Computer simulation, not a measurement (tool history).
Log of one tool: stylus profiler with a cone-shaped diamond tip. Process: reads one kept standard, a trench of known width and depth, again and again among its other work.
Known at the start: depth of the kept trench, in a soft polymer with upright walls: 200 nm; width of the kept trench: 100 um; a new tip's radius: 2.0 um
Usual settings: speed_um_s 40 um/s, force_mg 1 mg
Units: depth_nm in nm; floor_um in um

{"run": 1, "day": 0.0, "speed_um_s": 40, "force_mg": 1, "depth_nm": 201.16, "floor_um": 98.05}
{"run": 2, "day": 0.621, "speed_um_s": 40, "force_mg": 1, "depth_nm": 201.25, "floor_um": 98.03}
{"run": 3, "day": 1.046, "speed_um_s": 40, "force_mg": 1, "depth_nm": 201.16, "floor_um": 97.99}
{"run": 4, "day": 1.617, "speed_um_s": 40, "force_mg": 1, "depth_nm": 201.13, "floor_um": 97.96}
{"run": 5, "day": 2.288, "speed_um_s": 40, "force_mg": 1, "depth_nm": 201.23, "floor_um": 97.97}
{"run": 6, "day": 2.683, "speed_um_s": 40, "force_mg": 1, "depth_nm": 201.13, "floor_um": 97.99}
{"run": 7, "day": 3.067, "speed_um_s": 40, "force_mg": 1, "depth_nm": 201.17, "floor_um": 97.98}
{"run": 8, "day": 3.725, "speed_um_s": 40, "force_mg": 1, "depth_nm": 201.08, "floor_um": 98.01}
{"run": 9, "day": 4.208, "speed_um_s": 40, "force_mg": 1, "depth_nm": 201.15, "floor_um": 97.96}
{"run": 10, "day": 4.746, "speed_um_s": 40, "force_mg": 1, "depth_nm": 201.17, "floor_um": 97.96}
{"run": 11, "day": 5.233, "speed_um_s": 40, "force_mg": 1, "depth_nm": 201.12, "floor_um": 97.97}
{"run": 12, "day": 5.596, "speed_um_s": 40, "force_mg": 1.34, "depth_nm": 201.37, "floor_um": 97.97}
{"run": 13, "day": 6.3, "speed_um_s": 40, "force_mg": 1, "depth_nm": 201.17, "floor_um": 97.97}
{"day": 6.392, "done": "height scale calibrated on a step standard"}
{"run": 14, "day": 7.154, "speed_um_s": 40, "force_mg": 1, "depth_nm": 201.01, "floor_um": 97.97}
{"run": 15, "day": 7.875, "speed_um_s": 40, "force_mg": 1, "depth_nm": 200.99, "floor_um": 97.95}
{"run": 16, "day": 8.296, "speed_um_s": 40, "force_mg": 1, "depth_nm": 201.05, "floor_um": 97.94}
{"run": 17, "day": 8.971, "speed_um_s": 40, "force_mg": 1, "depth_nm": 201.1, "floor_um": 97.94}
{"run": 18, "day": 9.525, "speed_um_s": 40, "force_mg": 1, "depth_nm": 201.14, "floor_um": 97.94}
{"run": 19, "day": 10.017, "speed_um_s": 40, "force_mg": 1, "depth_nm": 201.02, "floor_um": 97.95}
{"run": 20, "day": 10.629, "speed_um_s": 71, "force_mg": 2.13, "depth_nm": 201.83, "floor_um": 97.94}
{"run": 21, "day": 11.3, "speed_um_s": 15, "force_mg": 1.64, "depth_nm": 201.59, "floor_um": 98.06}
{"day": 11.683, "done": "height scale calibrated on a step standard, once more"}
{"run": 22, "day": 12.0, "speed_um_s": 59, "force_mg": 0.62, "depth_nm": 200.83, "floor_um": 97.81}
{"run": 23, "day": 12.783, "speed_um_s": 10, "force_mg": 1, "depth_nm": 201.09, "floor_um": 98.02}
{"run": 24, "day": 13.308, "speed_um_s": 153, "force_mg": 1, "depth_nm": 201.14, "floor_um": 97.52}
{"run": 25, "day": 14.004, "speed_um_s": 41, "force_mg": 0.7, "depth_nm": 200.83, "floor_um": 97.87}
{"run": 26, "day": 14.612, "speed_um_s": 28, "force_mg": 0.7, "depth_nm": 200.95, "floor_um": 97.93}
{"run": 27, "day": 15.0, "speed_um_s": 88, "force_mg": 1.92, "depth_nm": 201.64, "floor_um": 97.77}
{"run": 28, "day": 15.821, "speed_um_s": 88, "force_mg": 1.92, "depth_nm": 201.78, "floor_um": 97.82}
{"run": 29, "day": 16.371, "speed_um_s": 88, "force_mg": 1.92, "depth_nm": 201.68, "floor_um": 97.78}
{"run": 30, "day": 17.058, "speed_um_s": 46, "force_mg": 0.67, "depth_nm": 200.84, "floor_um": 97.83}
{"run": 31, "day": 17.429, "speed_um_s": 46, "force_mg": 0.67, "depth_nm": 200.79, "floor_um": 97.9}
{"run": 32, "day": 18.304, "speed_um_s": 46, "force_mg": 0.67, "depth_nm": 200.79, "floor_um": 97.75}
{"run": 33, "day": 19.071, "speed_um_s": 61, "force_mg": 0.73, "depth_nm": 200.79, "floor_um": 97.75}
{"run": 34, "day": 19.604, "speed_um_s": 52, "force_mg": 0.49, "depth_nm": 200.59, "floor_um": 97.71}

Measured less the same run without the tool's hidden state. The same run-to-run variation is in both; the gauge's scatter may not be:
The hidden state here: radius of the tip, um; height scale over the true one, %; drift of the gauge itself on depth_nm, %; drift of the gauge itself on floor_um, %.
run=1 depth_nm=-0.01 floor_um=-0.08
run=2 depth_nm=-0.02 floor_um=-0.08
run=3 depth_nm=-0.02 floor_um=-0.08
run=4 depth_nm=-0.02 floor_um=-0.09
run=5 depth_nm=-0.03 floor_um=-0.1
run=6 depth_nm=-0.03 floor_um=-0.1
run=7 depth_nm=-0.04 floor_um=-0.1
run=8 depth_nm=-0.04 floor_um=-0.11
run=9 depth_nm=-0.05 floor_um=-0.12
run=10 depth_nm=-0.05 floor_um=-0.12
run=11 depth_nm=-0.06 floor_um=-0.12
run=12 depth_nm=-0.06 floor_um=-0.13
run=13 depth_nm=-0.07 floor_um=-0.13
run=14 depth_nm=-0.1 floor_um=-0.14
run=15 depth_nm=-0.1 floor_um=-0.14
run=16 depth_nm=-0.1 floor_um=-0.15
run=17 depth_nm=-0.11 floor_um=-0.15
run=18 depth_nm=-0.11 floor_um=-0.15
run=19 depth_nm=-0.12 floor_um=-0.16
run=20 depth_nm=-0.13 floor_um=-0.16
run=21 depth_nm=-0.13 floor_um=-0.17
run=22 depth_nm=-0.05 floor_um=-0.18
run=23 depth_nm=-0.06 floor_um=-0.18
run=24 depth_nm=-0.07 floor_um=-0.18
run=25 depth_nm=-0.07 floor_um=-0.19
run=26 depth_nm=-0.08 floor_um=-0.19
run=27 depth_nm=-0.08 floor_um=-0.2
run=28 depth_nm=-0.08 floor_um=-0.2
run=29 depth_nm=-0.09 floor_um=-0.21
run=30 depth_nm=-0.1 floor_um=-0.22
run=31 depth_nm=-0.1 floor_um=-0.21
run=32 depth_nm=-0.11 floor_um=-0.22
run=33 depth_nm=-0.12 floor_um=-0.23
run=34 depth_nm=-0.12 floor_um=-0.23

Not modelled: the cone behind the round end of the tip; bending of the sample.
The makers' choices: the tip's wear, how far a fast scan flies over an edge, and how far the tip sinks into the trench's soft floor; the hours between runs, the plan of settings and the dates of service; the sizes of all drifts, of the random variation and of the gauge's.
